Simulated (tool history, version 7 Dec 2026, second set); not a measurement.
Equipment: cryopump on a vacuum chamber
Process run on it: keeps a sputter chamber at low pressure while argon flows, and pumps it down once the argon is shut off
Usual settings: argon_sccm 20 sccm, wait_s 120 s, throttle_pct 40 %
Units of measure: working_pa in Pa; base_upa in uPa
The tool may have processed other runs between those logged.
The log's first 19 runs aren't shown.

| run | hour | argon_sccm | wait_s | throttle_pct | hours of work since the pump was warmed up and emptied | hours of work since the cold head was overhauled | hours of work since the chamber's fittings were tightened | working_pa | base_upa |
|---|---|---|---|---|---|---|---|---|---|
| 20 | 657.6 | 15 | 172 | 35 | 356 | 1158 | 2543 | 0.0335 | 1.97 |
| 21 | 706.7 | 25 | 120 | 40 | 396 | 1198 | 2583 | 0.0500 | 2.09 |
| 22 | 740.8 | 25 | 120 | 40 | 424 | 1226 | 2611 | 0.0499 | 2.10 |
| 23 | 789.7 | 25 | 120 | 40 | 464 | 1266 | 2651 | 0.0497 | 2.10 |
| 24 | 823.5 | 29 | 183 | 32 | 491 | 1293 | 2679 | 0.0725 | 2.16 |
| 25 | 874.7 | 12 | 34 | 40 | 533 | 1335 | 2721 | 0.0245 | 3.20 |
| 26 | 907.1 | 12 | 34 | 40 | 560 | 1362 | 2747 | 0.0247 | 3.21 |
| 27 | 941.1 | 17 | 34 | 40 | 588 | 1389 | 2775 | 0.0358 | 3.26 |
| 28 | 970.4 | 33 | 281 | 23 | 611 | 1413 | 2799 | 0.1135 | 2.22 |
| 29 | 1020.0 | 25 | 61 | 24 | 652 | 1454 | 2839 | 0.0825 | 2.75 |
| 30 | 1041.0 | 25 | 252 | 16 | 669 | 1471 | 2856 | 0.1227 | 2.35 |
| 31 | 1085.8 | 12 | 117 | 30 | 706 | 1508 | 2893 | 0.0333 | 2.57 |
| 32 | 1136.7 | 38 | 120 | 36 | 747 | 1549 | 2935 | 0.0902 | 2.60 |
| 33 | 1167.6 | 21 | 291 | 21 | 773 | 1575 | 2960 | 0.0813 | 2.54 |

Forecast each of these 5 alternatives for the next run:
|  | 1210.1 | pump warmed up, emptied and cooled again |
| A | 1213.4 | 22 | 130 | 40 | 3 | 1608 | 2993 | ? | ? |
|  | 1210.1 | pump warmed up, emptied and cooled again |
| B | 1213.4 | 20 | 205 | 32 | 3 | 1608 | 2993 | ? | ? |
|  | 1210.1 | pump warmed up, emptied and cooled again |
| C | 1213.4 | 39 | 275 | 52 | 3 | 1608 | 2993 | ? | ? |
|  | 1210.1 | pump warmed up, emptied and cooled again |
| D | 1213.4 | 10 | 291 | 34 | 3 | 1608 | 2993 | ? | ? |
|  | 1210.1 | pump warmed up, emptied and cooled again |
| E | 1213.4 | 34 | 123 | 21 | 3 | 1608 | 2993 | ? | ? |

| run | working_pa | base_upa |
|---|---|---|
| A | 0.0415 | 2.02 |
| B | 0.0467 | 1.93 |
| C | 0.0556 | 1.82 |
| D | 0.0221 | 1.85 |
| E | 0.1207 | 2.02 |
Take away the tool's hidden state, keep each run's random variation, and the runs would have read:
| run | working_pa | base_upa |
|---|---|---|
| A | 0.0413 | 0.44 |
| B | 0.0466 | 0.36 |
| C | 0.0553 | 0.28 |
| D | 0.0221 | 0.27 |
| E | 0.1205 | 0.45 |
